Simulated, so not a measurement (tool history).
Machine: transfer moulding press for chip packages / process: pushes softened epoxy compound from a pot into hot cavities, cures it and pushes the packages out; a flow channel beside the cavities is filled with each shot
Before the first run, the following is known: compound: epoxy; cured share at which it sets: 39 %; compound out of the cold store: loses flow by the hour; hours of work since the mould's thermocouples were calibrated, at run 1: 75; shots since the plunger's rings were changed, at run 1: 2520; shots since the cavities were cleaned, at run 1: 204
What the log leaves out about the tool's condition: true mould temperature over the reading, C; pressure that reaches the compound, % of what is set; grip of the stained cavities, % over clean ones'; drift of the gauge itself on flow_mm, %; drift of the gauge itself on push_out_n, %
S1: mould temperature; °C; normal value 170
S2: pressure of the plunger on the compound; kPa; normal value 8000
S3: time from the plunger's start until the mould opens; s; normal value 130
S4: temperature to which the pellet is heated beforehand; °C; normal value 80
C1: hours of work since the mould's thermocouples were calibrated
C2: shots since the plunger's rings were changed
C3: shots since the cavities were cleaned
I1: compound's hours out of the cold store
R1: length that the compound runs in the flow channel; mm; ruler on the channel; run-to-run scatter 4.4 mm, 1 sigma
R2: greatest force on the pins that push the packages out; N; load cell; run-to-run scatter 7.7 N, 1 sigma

Run 1, hour 0: usual settings; C1 75; C2 2520; C3 204; I1 11.4. Result: R1 873 mm, R2 423 N.
Run 2, hour 8.5: usual settings; C1 80; C2 2582; C3 266; I1 39.4. Result: R1 790 mm, R2 441 N.
Run 3, hour 16: usual settings but S4 73 °C; C1 83; C2 2635; C3 319; I1 25.1. Result: R1 829 mm, R2 452 N.
Run 4, hour 21.8: usual settings but S4 73 °C; C1 86; C2 2677; C3 361; I1 29.5. Result: R1 810 mm, R2 449 N.
Run 5, hour 30.5: usual settings; C1 91; C2 2740; C3 424; I1 46.8. Result: R1 771 mm, R2 446 N.
Run 6, hour 35.3: usual settings; C1 93; C2 2774; C3 458; I1 42.1. Result: R1 773 mm, R2 459 N.
Run 7, hour 45: usual settings; C1 98; C2 2843; C3 527; I1 14.6. Result: R1 854 mm, R2 521 N.
Run 8, hour 54.4: usual settings; C1 103; C2 2911; C3 595; I1 24.4. Result: R1 823 mm, R2 478 N.
At hour 57.8: cavities cleaned with cleaning compound and waxed.
Run 9, hour 60.3: usual settings; C1 105; C2 2942; C3 17; I1 11.8. Result: R1 873 mm, R2 351 N.
Run 10, hour 65.7: usual settings; C1 108; C2 2981; C3 56; I1 41. Result: R1 784 mm, R2 353 N.
At hour 70: plunger's sealing rings changed.
Run 11, hour 77.9: usual settings; C1 113; C2 57; C3 126; I1 15.8. Result: R1 903 mm, R2 395 N.
Run 12, hour 86.8: usual settings; C1 117; C2 121; C3 190; I1 41.2. Result: R1 820 mm, R2 405 N.
Run 13, hour 92.4: usual settings; C1 120; C2 161; C3 230; I1 32.1. Result: R1 845 mm, R2 410 N.
Run 14, hour 97.7: usual settings but S2 7020 kPa; C1 123; C2 199; C3 268; I1 29.9. Result: R1 794 mm, R2 418 N.
Run 15, hour 107.9: usual settings; C1 128; C2 272; C3 341; I1 23.6. Result: R1 864 mm, R2 450 N.
Run 16, hour 113.9: usual settings; C1 131; C2 316; C3 385; I1 18.9. Result: R1 888 mm, R2 469 N.
Run 17, hour 121.5: usual settings but S1 173 °C, S2 9910 kPa, S3 126 s; C1 135; C2 370; C3 439; I1 29.2. Result: R1 938 mm, R2 428 N.
Run 18, hour 127: usual settings but S1 173 °C, S2 9910 kPa, S3 126 s; C1 137; C2 409; C3 478; I1 23. Result: R1 958 mm, R2 448 N.
Run 19, hour 131.7: usual settings but S1 167 °C, S2 9580 kPa, S3 153 s, S4 78 °C; C1 140; C2 443; C3 512; I1 19.5. Result: R1 982 mm, R2 476 N.
Run 20, hour 141.6: usual settings but S1 167 °C, S2 9580 kPa, S3 116 s, S4 78 °C; C1 145; C2 514; C3 583; I1 14.3. Result: R1 998 mm, R2 790 N.
At hour 147.1: cavities cleaned with cleaning compound and waxed.
Run 21, hour 152.6: usual settings but S1 172 °C, S2 7700 kPa, S3 138 s, S4 87 °C; C1 150; C2 582; C3 39; I1 38.7. Result: R1 784 mm, R2 312 N.
Run 22, hour 160: usual settings but S1 173 °C, S2 9830 kPa, S3 121 s, S4 74 °C; C1 153; C2 635; C3 92; I1 46.5. Result: R1 874 mm, R2 363 N.
Run 23, hour 169: usual settings but S1 173 °C, S2 9830 kPa, S3 121 s, S4 73 °C; C1 158; C2 700; C3 157; I1 33.1. Result: R1 904 mm, R2 371 N.
Run 24, hour 175.8: usual settings but S1 173 °C, S2 9830 kPa, S3 121 s, S4 73 °C; C1 161; C2 749; C3 206; I1 40.7. Result: R1 898 mm, R2 379 N.
Run 25, hour 181.6: usual settings but S1 173 °C, S2 9830 kPa, S3 121 s, S4 73 °C; C1 164; C2 790; C3 247; I1 31.2. Result: R1 918 mm, R2 424 N.
Run 26, hour 187.3: usual settings but S1 173 °C, S2 9830 kPa, S3 121 s, S4 73 °C; C1 167; C2 831; C3 288; I1 33.7. Result: R1 922 mm, R2 440 N.
Run 27, hour 194.1: usual settings but S1 173 °C, S3 144 s, S4 79 °C; C1 171; C2 880; C3 337; I1 41.6. Result: R1 798 mm, R2 367 N.
Run 28, hour 201.6: usual settings but S1 172 °C, S3 160 s; C1 174; C2 934; C3 391; I1 17.5. Result: R1 862 mm, R2 393 N.
Run 29, hour 211.4: usual settings but S1 172 °C, S3 160 s; C1 179; C2 1004; C3 461; I1 42.8. Result: R1 799 mm, R2 399 N.

Below are 4 alternative next runs, each starting from the tool's condition after run 29. Predict each:
Run A, hour 221.6: usual settings but S2 6460 kPa, S3 114 s; C1 184; C2 1077; C3 534; I1 26. Result: R1 ?, R2 ?.
Run B, hour 221.6: usual settings but S2 6960 kPa; C1 184; C2 1077; C3 534; I1 21.8. Result: R1 ?, R2 ?.
Run C, hour 221.6: usual settings but S1 163 °C, S2 8550 kPa, S3 160 s, S4 83 °C; C1 184; C2 1077; C3 534; I1 32.4. Result: R1 ?, R2 ?.
Run D, hour 221.6: usual settings but S1 172 °C, S3 119 s, S4 88 °C; C1 184; C2 1077; C3 534; I1 29.6. Result: R1 ?, R2 ?.

run   R1   R2
  A  772  613
  B  807  489
  C  887  553
  D  835  472
With the hidden condition removed and each run's random variation left untouched, the same runs would have given:
run   R1   R2
  A  785  416
  B  821  332
  C  903  375
  D  850  319
